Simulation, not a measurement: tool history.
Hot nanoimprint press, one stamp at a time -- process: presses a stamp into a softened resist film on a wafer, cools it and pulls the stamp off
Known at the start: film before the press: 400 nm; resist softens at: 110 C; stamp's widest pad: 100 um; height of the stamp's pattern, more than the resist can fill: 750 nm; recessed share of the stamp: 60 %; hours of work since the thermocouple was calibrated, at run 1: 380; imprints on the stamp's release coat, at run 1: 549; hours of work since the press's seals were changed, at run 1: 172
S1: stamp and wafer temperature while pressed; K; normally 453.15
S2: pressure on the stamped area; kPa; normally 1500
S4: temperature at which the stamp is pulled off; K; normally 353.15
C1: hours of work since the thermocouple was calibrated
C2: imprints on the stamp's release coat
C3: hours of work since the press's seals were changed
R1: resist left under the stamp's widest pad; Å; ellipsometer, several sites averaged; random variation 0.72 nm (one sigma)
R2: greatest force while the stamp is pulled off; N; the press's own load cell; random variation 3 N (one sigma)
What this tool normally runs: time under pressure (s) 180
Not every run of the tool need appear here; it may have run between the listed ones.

{"run": 1, "hour": 0.0, "S1": 453.15, "S2": 1500, "time under pressure (s)": 180, "S4": 353.15, "C1": 380, "C2": 549, "C3": 172, "R1": 1468, "R2": 142}
{"run": 2, "hour": 12.7, "S1": 453.15, "S2": 1500, "time under pressure (s)": 180, "S4": 353.15, "C1": 387, "C2": 592, "C3": 179, "R1": 1461, "R2": 135}
{"run": 3, "hour": 25.4, "S1": 453.15, "S2": 1500, "time under pressure (s)": 180, "S4": 354.15, "C1": 394, "C2": 635, "C3": 186, "R1": 1447, "R2": 140}
{"run": 4, "hour": 34.4, "S1": 453.15, "S2": 1500, "time under pressure (s)": 180, "S4": 353.15, "C1": 399, "C2": 665, "C3": 191, "R1": 1454, "R2": 140}
{"hour": 40.0, "done": "plate thermocouple calibrated"}
{"run": 5, "hour": 47.8, "S1": 454.15, "S2": 1500, "time under pressure (s)": 180, "S4": 353.15, "C1": 4, "C2": 700, "C3": 197, "R1": 1406, "R2": 136}
{"run": 6, "hour": 60.2, "S1": 454.15, "S2": 1500, "time under pressure (s)": 180, "S4": 353.15, "C1": 11, "C2": 742, "C3": 203, "R1": 1398, "R2": 141}
{"run": 7, "hour": 65.8, "S1": 454.15, "S2": 1500, "time under pressure (s)": 180, "S4": 353.15, "C1": 14, "C2": 761, "C3": 206, "R1": 1405, "R2": 141}
{"run": 8, "hour": 75.3, "S1": 453.15, "S2": 1730, "time under pressure (s)": 180, "S4": 353.15, "C1": 19, "C2": 793, "C3": 211, "R1": 1338, "R2": 145}
{"run": 9, "hour": 85.4, "S1": 453.15, "S2": 1730, "time under pressure (s)": 180, "S4": 353.15, "C1": 24, "C2": 827, "C3": 217, "R1": 1335, "R2": 142}
{"run": 10, "hour": 92.1, "S1": 462.15, "S2": 1500, "time under pressure (s)": 180, "S4": 353.15, "C1": 28, "C2": 850, "C3": 221, "R1": 1075, "R2": 140}
{"run": 11, "hour": 97.6, "S1": 453.15, "S2": 1640, "time under pressure (s)": 180, "S4": 353.15, "C1": 31, "C2": 868, "C3": 224, "R1": 1376, "R2": 143}
{"run": 12, "hour": 105.6, "S1": 453.15, "S2": 1640, "time under pressure (s)": 180, "S4": 347.15, "C1": 35, "C2": 895, "C3": 228, "R1": 1368, "R2": 158}
{"run": 13, "hour": 116.7, "S1": 453.15, "S2": 1500, "time under pressure (s)": 180, "S4": 344.15, "C1": 41, "C2": 933, "C3": 234, "R1": 1427, "R2": 159}
{"run": 14, "hour": 124.2, "S1": 453.15, "S2": 1500, "time under pressure (s)": 180, "S4": 344.15, "C1": 45, "C2": 958, "C3": 238, "R1": 1431, "R2": 164}
{"run": 15, "hour": 136.7, "S1": 453.15, "S2": 1500, "time under pressure (s)": 180, "S4": 344.15, "C1": 52, "C2": 1000, "C3": 245, "R1": 1412, "R2": 159}
{"run": 16, "hour": 142.8, "S1": 453.15, "S2": 1500, "time under pressure (s)": 180, "S4": 344.15, "C1": 55, "C2": 1021, "C3": 248, "R1": 1411, "R2": 164}
{"hour": 145.6, "done": "gauge calibrated"}
{"run": 17, "hour": 149.9, "S1": 453.15, "S2": 1500, "time under pressure (s)": 338, "S4": 358.15, "C1": 59, "C2": 1045, "C3": 252, "R1": 1124, "R2": 130}
{"run": 18, "hour": 160.4, "S1": 453.15, "S2": 1520, "time under pressure (s)": 338, "S4": 358.15, "C1": 65, "C2": 1080, "C3": 257, "R1": 1118, "R2": 126}
{"run": 19, "hour": 167.4, "S1": 453.15, "S2": 1020, "time under pressure (s)": 180, "S4": 353.15, "C1": 69, "C2": 1104, "C3": 261, "R1": 1747, "R2": 140}
{"run": 20, "hour": 176.8, "S1": 453.15, "S2": 1020, "time under pressure (s)": 180, "S4": 353.15, "C1": 74, "C2": 1136, "C3": 266, "R1": 1744, "R2": 138}
{"run": 21, "hour": 184.1, "S1": 453.15, "S2": 1020, "time under pressure (s)": 121, "S4": 344.15, "C1": 78, "C2": 1160, "C3": 270, "R1": 1999, "R2": 166}
{"run": 22, "hour": 195.1, "S1": 453.15, "S2": 1750, "time under pressure (s)": 212, "S4": 353.15, "C1": 84, "C2": 1197, "C3": 276, "R1": 1253, "R2": 143}
{"run": 23, "hour": 200.6, "S1": 453.15, "S2": 1750, "time under pressure (s)": 212, "S4": 353.15, "C1": 87, "C2": 1216, "C3": 279, "R1": 1248, "R2": 139}
{"run": 24, "hour": 210.5, "S1": 453.15, "S2": 2110, "time under pressure (s)": 166, "S4": 353.15, "C1": 92, "C2": 1249, "C3": 284, "R1": 1254, "R2": 143}
{"run": 25, "hour": 216.5, "S1": 444.15, "S2": 1360, "time under pressure (s)": 188, "S4": 354.15, "C1": 95, "C2": 1270, "C3": 288, "R1": 2003, "R2": 146}

Here are 4 independent what-if runs from the current tool condition. What would each one return?
{"run": "A", "hour": 222.9, "S1": 451.15, "S2": 1500, "time under pressure (s)": 318, "S4": 353.15, "C1": 99, "C2": 1291, "C3": 291, "R1": "?", "R2": "?"}
{"run": "B", "hour": 222.9, "S1": 453.15, "S2": 980, "time under pressure (s)": 105, "S4": 353.15, "C1": 99, "C2": 1291, "C3": 291, "R1": "?", "R2": "?"}
{"run": "C", "hour": 222.9, "S1": 444.15, "S2": 1360, "time under pressure (s)": 140, "S4": 354.15, "C1": 99, "C2": 1291, "C3": 291, "R1": "?", "R2": "?"}
{"run": "D", "hour": 222.9, "S1": 454.15, "S2": 1500, "time under pressure (s)": 193, "S4": 353.15, "C1": 99, "C2": 1291, "C3": 291, "R1": "?", "R2": "?"}

run=A R1=1219 R2=142
run=B R1=2124 R2=141
run=C R1=2211 R2=138
run=D R1=1348 R2=136
Stripped of hidden state, with their random variation kept, the same runs would have yielded:
run=A R1=1235 R2=139
run=B R1=2153 R2=138
run=C R1=2241 R2=136
run=D R1=1366 R2=133
